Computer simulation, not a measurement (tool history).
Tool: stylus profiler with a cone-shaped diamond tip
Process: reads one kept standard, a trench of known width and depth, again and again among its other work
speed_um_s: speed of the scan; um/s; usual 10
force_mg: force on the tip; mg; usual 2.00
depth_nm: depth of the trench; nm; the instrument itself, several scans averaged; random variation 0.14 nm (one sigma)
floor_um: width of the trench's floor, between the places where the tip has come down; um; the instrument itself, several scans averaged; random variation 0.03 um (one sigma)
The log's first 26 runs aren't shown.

run,hour,speed_um_s,force_mg,scans with this tip,hours of work since the height scale was calibrated,depth_nm,floor_um
27,392.8,10,1.46,5927,526,506.04,15.63
28,408.7,13,1.76,6021,534,506.59,15.62
29,420.4,13,1.76,6091,540,506.79,15.60
30,437.2,10,1.40,6190,549,505.96,15.63
31,448.9,10,1.40,6260,555,505.90,15.64
32,467.1,2,1.29,6368,565,505.69,15.60
33,488.0,32,1.29,6492,576,505.69,15.60
34,507.1,32,1.29,6605,586,505.42,15.55
35,518.0,10,0.78,6670,591,503.94,15.57
36,527.5,10,0.78,6726,596,503.95,15.59
37,537.7,10,0.78,6787,602,503.95,15.60
38,551.5,3,1.03,6869,609,504.47,15.62
39,568.0,2,1.03,6967,618,504.69,15.65
40,585.0,2,1.03,7068,627,504.64,15.61
41,598.2,3,0.86,7146,634,504.02,15.64
42,619.2,5,1.08,7271,645,504.71,15.58
43,632.1,5,1.08,7348,652,504.85,15.64
44,648.6,2,4.46,7446,660,512.61,15.62

Run 45 comes next. What will it give?
45,663.1,8,1.02,7531,668,?,?

depth_nm: 504.77 nm
floor_um: 15.60 um
Without the tool's hidden state the same run would have given depth_nm 504.78 nm, floor_um 15.61 um.
